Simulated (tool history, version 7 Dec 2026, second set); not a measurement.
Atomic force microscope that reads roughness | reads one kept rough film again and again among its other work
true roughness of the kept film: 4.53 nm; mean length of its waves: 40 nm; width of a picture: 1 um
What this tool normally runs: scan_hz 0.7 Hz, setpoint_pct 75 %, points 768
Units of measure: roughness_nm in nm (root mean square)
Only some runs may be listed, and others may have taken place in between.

run	hour	scan_hz	setpoint_pct	points	roughness_nm
1	0	0.7	75	768	3.574
# hour 23.8: new tip fitted
2	41.8	0.66	75	768	3.748
# hour 76: new tip fitted
3	80.3	0.7	67	768	3.994
4	125	0.7	67	768	3.404
# hour 128.8: new tip fitted
5	169.7	0.7	75	768	3.418
# hour 182: new tip fitted
6	198.9	0.7	75	768	3.732
# hour 203.6: height scale calibrated on a step standard
# hour 237.8: new tip fitted
7	246.6	0.7	75	768	3.873
8	275.4	0.7	75	768	3.476
# hour 291.4: new tip fitted
9	306.9	0.7	75	768	3.745
# hour 344.4: new tip fitted
10	344.4	0.7	75	379	3.974
11	385.6	0.7	75	379	3.4
# hour 397.8: new tip fitted
# hour 415: height scale calibrated on a step standard, once more
12	422.9	0.7	75	379	3.625
# hour 450.4: new tip fitted
13	456.3	1.906	86	686	3.339

Measured minus without-hidden-state, run by run (identical run-to-run variation in each term; gauge scatter may differ):
Hidden state at play: radius of the tip, nm; height scale over the true one, %; drift of the gauge itself on roughness_nm, %.
run	roughness_nm
1	-0.457
2	-0.294
3	-0.079
4	-0.65
5	-0.58
6	-0.299
7	-0.138
8	-0.576
9	-0.248
10	-0.03
11	-0.594
12	-0.375
13	-0.097
